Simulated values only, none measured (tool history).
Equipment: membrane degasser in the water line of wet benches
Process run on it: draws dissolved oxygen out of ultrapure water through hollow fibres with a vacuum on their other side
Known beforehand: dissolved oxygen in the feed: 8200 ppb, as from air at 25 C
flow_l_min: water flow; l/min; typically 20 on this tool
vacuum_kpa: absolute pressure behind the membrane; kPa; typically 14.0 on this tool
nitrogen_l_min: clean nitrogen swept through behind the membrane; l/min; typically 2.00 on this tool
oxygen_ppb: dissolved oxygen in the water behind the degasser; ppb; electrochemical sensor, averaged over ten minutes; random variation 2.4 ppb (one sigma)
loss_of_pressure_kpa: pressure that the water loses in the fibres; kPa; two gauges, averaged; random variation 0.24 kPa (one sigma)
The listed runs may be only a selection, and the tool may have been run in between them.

run    hour  flow_l_min  vacuum_kpa  nitrogen_l_min  oxygen_ppb  loss_of_pressure_kpa
  1     0.0          20        14.0            2.00       307.6                 61.76
  2   285.8          20        14.0            2.00       306.6                 62.01
  3   501.1          20        14.0            2.00       309.4                 62.41
      551.4  -- vacuum gauge calibrated
  4   788.8          20        14.0            2.00       303.7                 61.93
  5  1142.9          20        14.0            2.00       306.2                 62.74
  6  1320.0          20        14.0            2.00       305.6                 63.23
  7  1649.8          20        14.0            0.93       543.7                 62.54
  8  1861.4          20        14.0            0.93       548.7                 63.24
  9  2225.7          26        14.0            0.93       692.4                 82.64
 10  2397.5          26        14.0            0.93       698.2                 82.82
 11  2711.9          26        14.0            0.93       699.6                 82.89
 12  2913.8          26        14.0            0.93       708.2                 82.77
 13  3236.8          20        14.8            2.00       323.6                 64.00
 14  3418.3          20        27.0            2.00       592.0                 64.10
     3606.2  -- gauge calibrated
 15  3618.1          20        14.0            0.99       520.1                 61.98
     3813.2  -- vacuum gauge calibrated
 16  3875.8          20        14.0            0.99       513.1                 62.43
 17  4169.2          20        14.0            0.99       513.4                 62.66
 18  4521.8          16        14.0            1.56       289.2                 50.01
 19  4722.0          16        14.0            5.61       109.2                 50.11
 20  4923.3          16        14.0            5.61       108.7                 50.08
 21  5261.1          14        10.0            2.00       137.2                 44.32
 22  5589.5          20        14.0            2.00       303.4                 63.36
 23  5845.4          20        30.9            1.93       682.1                 63.45
 24  6079.8          20        12.8            2.02       279.2                 63.15
 25  6410.2          13        23.7            4.81       155.1                 41.23
 26  6573.5          13        23.7            4.81       154.2                 41.21
 27  6743.5          30        12.5            1.24       592.2                 95.92
 28  6990.7          30        12.5            1.24       604.7                 95.81
     7080.4  -- vacuum gauge calibrated
 29  7229.3          20        17.0            2.00       373.1                 64.13
 30  7384.0          17        14.0            2.19       237.0                 54.36
 31  7734.1          17        14.0            2.19       235.4                 54.50
 32  8066.5          17        14.0            2.19       237.8                 54.85

Run 33 comes next. What will it give?
 33  8279.0          32        14.0            2.04           ?                     ?

Run 33 gave oxygen_ppb 529.9 ppb, loss_of_pressure_kpa 102.99 kPa.
Without the tool's hidden state the same run would have given oxygen_ppb 528.4 ppb, loss_of_pressure_kpa 99.07 kPa.

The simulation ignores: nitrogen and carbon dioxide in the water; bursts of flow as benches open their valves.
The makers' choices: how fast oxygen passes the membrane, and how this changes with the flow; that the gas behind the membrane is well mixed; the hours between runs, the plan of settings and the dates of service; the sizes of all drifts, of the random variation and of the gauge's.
